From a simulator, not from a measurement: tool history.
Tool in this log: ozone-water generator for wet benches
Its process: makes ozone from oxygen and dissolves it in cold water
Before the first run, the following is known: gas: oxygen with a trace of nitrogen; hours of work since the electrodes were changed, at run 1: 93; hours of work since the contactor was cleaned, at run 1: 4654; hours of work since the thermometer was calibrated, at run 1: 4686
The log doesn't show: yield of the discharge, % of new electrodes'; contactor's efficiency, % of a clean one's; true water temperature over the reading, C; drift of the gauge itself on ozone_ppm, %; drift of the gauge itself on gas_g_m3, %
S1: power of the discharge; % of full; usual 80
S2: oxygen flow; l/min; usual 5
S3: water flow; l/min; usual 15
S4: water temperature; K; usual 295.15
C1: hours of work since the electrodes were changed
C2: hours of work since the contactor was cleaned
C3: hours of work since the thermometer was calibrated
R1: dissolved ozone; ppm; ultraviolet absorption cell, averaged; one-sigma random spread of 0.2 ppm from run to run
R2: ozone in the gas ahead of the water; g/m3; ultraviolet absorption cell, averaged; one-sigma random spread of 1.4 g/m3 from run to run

| run | hour | S1 | S2 | S3 | S4 | C1 | C2 | C3 | R1 | R2 |
|---|---|---|---|---|---|---|---|---|---|---|
| 1 | 0 | 80 | 5 | 15 | 295.15 | 93 | 4654 | 4686 | 27.8 | 265 |
| 2 | 23.2 | 80 | 5 | 15 | 295.15 | 115 | 4676 | 4708 | 27.7 | 263.1 |
| 3 | 60.4 | 80 | 5 | 15 | 295.15 | 150 | 4711 | 4744 | 27.7 | 262.7 |
| 4 | 88.4 | 80 | 5 | 14 | 295.15 | 177 | 4738 | 4770 | 29.4 | 264.8 |
| 5 | 124.8 | 80 | 5 | 14 | 295.15 | 211 | 4772 | 4805 | 29.7 | 265.7 |
| 6 | 160.3 | 80 | 5 | 15 | 295.15 | 245 | 4806 | 4839 | 27.6 | 264.7 |
| 7 | 184 | 80 | 5 | 15 | 295.15 | 268 | 4828 | 4861 | 27.8 | 263.4 |
| 8 | 206.3 | 80 | 5 | 15 | 295.15 | 289 | 4850 | 4882 | 27.5 | 261.4 |
| 9 | 225.3 | 80 | 5 | 15 | 295.15 | 307 | 4868 | 4900 | 27.5 | 266.5 |
| 10 | 262.3 | 80 | 5 | 15 | 295.15 | 342 | 4903 | 4936 | 27.5 | 264.8 |
| 11 | 284.2 | 80 | 5 | 15 | 295.15 | 363 | 4924 | 4956 | 27.7 | 264.6 |
| 12 | 310.1 | 80 | 5 | 15 | 295.15 | 387 | 4948 | 4981 | 27.7 | 262.5 |
| 13 | 331.7 | 80 | 5 | 15 | 295.15 | 408 | 4969 | 5002 | 27.6 | 264.5 |
| 14 | 358.4 | 80 | 5 | 15 | 295.15 | 433 | 4994 | 5027 | 27.7 | 263 |
| 15 | 386.8 | 43 | 5 | 15 | 295.15 | 460 | 5021 | 5054 | 19.2 | 183.5 |
| 16 | 426.9 | 43 | 5 | 15 | 295.15 | 498 | 5059 | 5092 | 19.2 | 184.8 |
| 17 | 446.6 | 43 | 5 | 15 | 295.15 | 517 | 5078 | 5111 | 19.1 | 184 |
| 18 | 465.3 | 43 | 5 | 15 | 295.15 | 535 | 5096 | 5128 | 19.2 | 183.3 |
| 19 | 504.5 | 43 | 5 | 15 | 295.15 | 572 | 5133 | 5166 | 19 | 182.1 |
| 20 | 533.4 | 42 | 5 | 19 | 295.15 | 599 | 5160 | 5193 | 15.3 | 180 |
| 21 | 551.6 | 42 | 7.78 | 19 | 302.15 | 617 | 5178 | 5210 | 13.8 | 151 |
| 22 | 578.2 | 44 | 5.4 | 10 | 292.15 | 642 | 5203 | 5236 | 27.9 | 180.3 |
| 23 | 601.8 | 91 | 5.4 | 10 | 292.15 | 664 | 5225 | 5258 | 42.8 | 271 |
| 24 | 618.6 | 91 | 3.22 | 15 | 295.15 | 680 | 5241 | 5274 | 28 | 334 |
| 25 | 643.5 | 91 | 3.22 | 15 | 295.15 | 704 | 5265 | 5298 | 27.9 | 331.6 |
| 26 | 660.1 | 80 | 5.28 | 23 | 298.15 | 720 | 5281 | 5314 | 17.6 | 254.1 |
| 27 | 681.6 | 43 | 6.9 | 15 | 295.15 | 740 | 5301 | 5334 | 19.3 | 160.7 |
| 28 | 711.9 | 50 | 6.9 | 16 | 295.15 | 769 | 5330 | 5363 | 20 | 176.4 |
| 29 | 739.1 | 50 | 6.9 | 16 | 295.15 | 795 | 5356 | 5389 | 19.8 | 175 |
| 30 | 772.3 | 61 | 5 | 10 | 297.15 | 826 | 5387 | 5420 | 30.1 | 221.5 |
| 31 | 794.6 | 57 | 5 | 15 | 299.15 | 848 | 5408 | 5441 | 21 | 211.6 |
| 32 | 814 | 92 | 5 | 15 | 295.15 | 866 | 5427 | 5460 | 29.4 | 278.5 |

Selected run-to-run steps in R1, each split into two signed amounts: the part the tool would show with no hidden state at all (from settings, incoming material and random variation), and the remainder, which goes to the hidden state together with any gauge scatter not common to the measured and the hidden-state-free results:
Run 21 -> 22: S1 42 -> 44, S2 7.78 -> 5.4, S3 19 -> 10, S4 302.15 -> 292.15. R1 +14.1 ppm: hidden state -0.5, all else +14.6.
Run 22 -> 23: S1 44 -> 91. R1 +14.9 ppm: hidden state -1.2, all else +16.1.
Run 23 -> 24: S2 5.4 -> 3.22, S3 10 -> 15, S4 292.15 -> 295.15. R1 -14.8 ppm: hidden state +0.7, all else -15.5.
Run 31 -> 32: S1 57 -> 92, S4 299.15 -> 295.15. R1 +8.4 ppm: hidden state -0.8, all else +9.2.
